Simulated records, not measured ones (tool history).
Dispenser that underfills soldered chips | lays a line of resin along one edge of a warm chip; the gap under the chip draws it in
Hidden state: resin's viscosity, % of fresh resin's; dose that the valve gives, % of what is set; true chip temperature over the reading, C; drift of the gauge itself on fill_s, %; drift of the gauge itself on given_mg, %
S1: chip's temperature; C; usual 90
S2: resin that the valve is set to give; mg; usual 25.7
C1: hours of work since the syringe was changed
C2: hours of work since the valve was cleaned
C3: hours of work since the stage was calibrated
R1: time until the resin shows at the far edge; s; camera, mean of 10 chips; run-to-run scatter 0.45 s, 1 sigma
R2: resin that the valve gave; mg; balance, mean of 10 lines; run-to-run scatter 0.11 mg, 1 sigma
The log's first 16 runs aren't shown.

run 17 hour=165.4 | S1=81 S2=25.7 | C1=8 C2=61 C3=277 | R1=68.9 R2=24.8
-- hour=169.1 new syringe of resin
run 18 hour=180.7 | S1=80 S2=22.1 | C1=8 C2=71 C3=287 | R1=76.5 R2=21.33
-- hour=185.2 new syringe of resin
run 19 hour=189.1 | S1=75 S2=31.4 | C1=3 C2=77 C3=293 | R1=79.6 R2=29.92
-- hour=201 new syringe of resin
run 20 hour=204 | S1=97 S2=29.9 | C1=2 C2=87 C3=303 | R1=27.5 R2=28.52
-- hour=213 dispensing valve cleaned and set on the balance
-- hour=217.1 new syringe of resin
run 21 hour=217.3 | S1=97 S2=29.9 | C1=0 C2=3 C3=311 | R1=25.3 R2=29.92
-- hour=232.2 new syringe of resin
run 22 hour=232.2 | S1=97 S2=29.9 | C1=0 C2=13 C3=321 | R1=25.3 R2=29.48
run 23 hour=240.9 | S1=90 S2=30.1 | C1=6 C2=19 C3=327 | R1=41.9 R2=29.6
-- hour=247.4 new syringe of resin
run 24 hour=248.3 | S1=88 S2=30.4 | C1=1 C2=23 C3=332 | R1=38.7 R2=29.94
run 25 hour=261.3 | S1=88 S2=30.4 | C1=9 C2=32 C3=340 | R1=53.6 R2=29.8
-- hour=262.8 new syringe of resin
run 26 hour=270.3 | S1=90 S2=30.2 | C1=5 C2=38 C3=346 | R1=41.1 R2=29.59
run 27 hour=277.1 | S1=104 S2=28.5 | C1=10 C2=43 C3=351 | R1=25.4 R2=27.66
-- hour=278.5 new syringe of resin
run 28 hour=288 | S1=79 S2=28.5 | C1=6 C2=50 C3=358 | R1=74.9 R2=27.61
-- hour=293.7 new syringe of resin
run 29 hour=300 | S1=84 S2=23.5 | C1=4 C2=58 C3=366 | R1=55.4 R2=22.49
-- hour=308.8 new syringe of resin
run 30 hour=309.6 | S1=95 S2=26.4 | C1=1 C2=64 C3=373 | R1=28 R2=25.42
run 31 hour=318.8 | S1=95 S2=26.4 | C1=7 C2=71 C3=379 | R1=34.3 R2=25.23
-- hour=324.3 new syringe of resin
run 32 hour=326.3 | S1=79 S2=26.3 | C1=1 C2=76 C3=384 | R1=62 R2=25.15
run 33 hour=332.5 | S1=84 S2=24.3 | C1=6 C2=80 C3=388 | R1=56.6 R2=23.14

Forecast each of these 4 alternatives for the next run:
-- hour=339.6 new syringe of resin
run A hour=346.4 | S1=87 S2=22.1 | C1=5 C2=89 C3=397 | R1=? R2=?
-- hour=339.6 new syringe of resin
run B hour=346.4 | S1=84 S2=26.3 | C1=5 C2=89 C3=397 | R1=? R2=?
-- hour=339.6 new syringe of resin
run C hour=346.4 | S1=95 S2=22.7 | C1=5 C2=89 C3=397 | R1=? R2=?
-- hour=339.6 new syringe of resin
run D hour=346.4 | S1=92 S2=32.1 | C1=5 C2=89 C3=397 | R1=? R2=?

run=A R1=49.7 R2=21.09
run=B R1=56.6 R2=25.03
run=C R1=34.2 R2=21.53
run=D R1=38.2 R2=30.42
Stripped of hidden state, with their random variation kept, the same runs would have yielded:
run=A R1=38.8 R2=22.22
run=B R1=44.5 R2=26.37
run=C R1=26.9 R2=22.68
run=D R1=30.2 R2=32.04

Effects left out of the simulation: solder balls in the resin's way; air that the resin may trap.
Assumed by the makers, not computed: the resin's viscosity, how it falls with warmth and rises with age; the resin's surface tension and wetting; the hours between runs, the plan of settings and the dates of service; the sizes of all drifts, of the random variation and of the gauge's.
